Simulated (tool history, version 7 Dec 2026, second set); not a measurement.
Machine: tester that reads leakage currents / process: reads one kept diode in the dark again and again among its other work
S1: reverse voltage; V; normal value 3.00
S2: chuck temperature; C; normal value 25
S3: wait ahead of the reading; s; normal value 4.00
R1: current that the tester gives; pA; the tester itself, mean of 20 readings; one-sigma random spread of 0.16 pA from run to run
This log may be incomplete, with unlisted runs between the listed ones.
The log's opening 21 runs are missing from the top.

{"hour": 3722.7, "done": "chuck's temperature calibrated"}
{"run": 22, "hour": 3754.0, "S1": 3.24, "S2": 25, "S3": 4.84, "R1": 50.75}
{"run": 23, "hour": 3954.7, "S1": 3.24, "S2": 25, "S3": 4.84, "R1": 50.95}
{"run": 24, "hour": 4112.8, "S1": 3.24, "S2": 31, "S3": 1.72, "R1": 86.46}
{"run": 25, "hour": 4314.7, "S1": 1.74, "S2": 20, "S3": 0.56, "R1": 24.84}
{"run": 26, "hour": 4524.9, "S1": 4.5, "S2": 25, "S3": 1.04, "R1": 61.06}
{"run": 27, "hour": 4796.4, "S1": 3.0, "S2": 24, "S3": 0.36, "R1": 47.42}
{"run": 28, "hour": 5071.7, "S1": 3.0, "S2": 49, "S3": 0.36, "R1": 359.28}
{"hour": 5227.8, "done": "chuck's temperature calibrated"}
{"run": 29, "hour": 5355.1, "S1": 18.83, "S2": 21, "S3": 0.52, "R1": 93.48}
{"run": 30, "hour": 5613.7, "S1": 18.83, "S2": 21, "S3": 0.52, "R1": 93.64}
{"run": 31, "hour": 5795.7, "S1": 1.53, "S2": 24, "S3": 7.74, "R1": 32.55}
{"run": 32, "hour": 6053.0, "S1": 1.53, "S2": 24, "S3": 7.74, "R1": 32.31}
{"run": 33, "hour": 6194.9, "S1": 1.53, "S2": 24, "S3": 7.74, "R1": 32.52}
{"run": 34, "hour": 6372.6, "S1": 2.8, "S2": 25, "S3": 1.1, "R1": 48.17}
{"run": 35, "hour": 6503.6, "S1": 2.71, "S2": 31, "S3": 6.29, "R1": 78.8}
{"hour": 6729.5, "done": "chuck's temperature calibrated"}
{"run": 36, "hour": 6770.7, "S1": 2.71, "S2": 31, "S3": 6.29, "R1": 78.75}
{"run": 37, "hour": 6898.8, "S1": 2.37, "S2": 31, "S3": 1.26, "R1": 74.25}
{"run": 38, "hour": 7127.9, "S1": 2.37, "S2": 31, "S3": 1.26, "R1": 74.56}
{"hour": 7220.6, "done": "tester calibrated"}
{"run": 39, "hour": 7415.9, "S1": 3.0, "S2": 57, "S3": 4.0, "R1": 650.27}
{"run": 40, "hour": 7627.3, "S1": 13.95, "S2": 25, "S3": 4.0, "R1": 102.76}

Branching from run 40: 3 alternative next runs. What would each branch give?
{"run": "A", "hour": 7859.9, "S1": 3.0, "S2": 27, "S3": 4.0, "R1": "?"}
{"run": "B", "hour": 7859.9, "S1": 7.37, "S2": 25, "S3": 4.0, "R1": "?"}
{"run": "C", "hour": 7859.9, "S1": 4.89, "S2": 25, "S3": 2.35, "R1": "?"}

run=A R1=58.83
run=B R1=75.27
run=C R1=62.29
Without the tool's unlogged condition, the same runs would have read:
run=A R1=58.83
run=B R1=75.23
run=C R1=62.27

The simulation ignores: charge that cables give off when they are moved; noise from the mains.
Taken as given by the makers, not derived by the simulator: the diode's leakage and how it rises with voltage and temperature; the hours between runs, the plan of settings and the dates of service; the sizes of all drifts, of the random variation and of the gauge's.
